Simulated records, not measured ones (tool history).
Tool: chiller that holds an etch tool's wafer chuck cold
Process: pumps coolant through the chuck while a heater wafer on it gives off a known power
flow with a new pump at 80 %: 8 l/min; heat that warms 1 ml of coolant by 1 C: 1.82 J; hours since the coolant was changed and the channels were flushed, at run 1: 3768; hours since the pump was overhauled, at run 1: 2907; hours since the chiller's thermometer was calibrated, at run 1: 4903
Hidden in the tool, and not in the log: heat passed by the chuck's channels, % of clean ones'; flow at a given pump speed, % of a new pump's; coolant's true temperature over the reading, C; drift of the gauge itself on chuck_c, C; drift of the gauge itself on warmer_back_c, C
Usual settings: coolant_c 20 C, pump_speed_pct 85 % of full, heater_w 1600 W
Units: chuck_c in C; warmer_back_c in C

run	hour	coolant_c	pump_speed_pct	heater_w	hours since the coolant was changed and the channels were flushed	hours since the pump was overhauled	hours since the chiller's thermometer was calibrated	chuck_c	warmer_back_c
1	0.0	20	85	1600	3768	2907	4903	31.3	6.46
2	99.9	17	85	1600	3868	3007	5003	28.3	6.55
# hour 188.8: chiller's thermometer calibrated
3	214.2	17	85	1600	3981	3120	25	28.9	6.57
4	296.3	20	80	1600	4063	3202	107	32.8	7.05
5	347.9	20	80	1600	4115	3254	159	32.8	7.01
6	438.9	20	80	1600	4205	3345	250	32.8	7.06
7	559.7	20	80	1600	4326	3465	371	32.7	7.08
8	655.5	20	85	1600	4422	3561	467	32.2	6.62
9	760.7	20	85	1600	4527	3666	572	32.3	6.68
10	812.1	20	85	1600	4579	3718	623	32.3	6.66
11	864.2	20	85	1192	4631	3770	675	29.2	5.01
12	917.3	20	85	1192	4684	3823	728	29.1	4.94
13	1013.2	20	85	1192	4780	3919	824	29.1	4.95
14	1124.3	20	85	1192	4891	4030	935	29.1	4.93
15	1193.0	14	85	1600	4960	4099	1004	26.3	6.70
16	1248.9	14	87	1113	5016	4155	1060	22.4	4.51
17	1349.4	29	75	2140	5116	4255	1161	47.5	10.34
18	1424.4	20	81	1600	5191	4330	1236	33.0	7.05
19	1483.9	24	67	1600	5250	4390	1295	39.2	8.72
20	1542.6	24	67	1600	5309	4448	1354	39.3	8.75

Run 21 comes next. What will it give?
21	1666.6	12	85	1600	5433	4572	1478	?	?

chuck_c: 24.5 C
warmer_back_c: 6.83 C
Without the tool's hidden state the same run would have given chuck_c 22.9 C, warmer_back_c 6.27 C.

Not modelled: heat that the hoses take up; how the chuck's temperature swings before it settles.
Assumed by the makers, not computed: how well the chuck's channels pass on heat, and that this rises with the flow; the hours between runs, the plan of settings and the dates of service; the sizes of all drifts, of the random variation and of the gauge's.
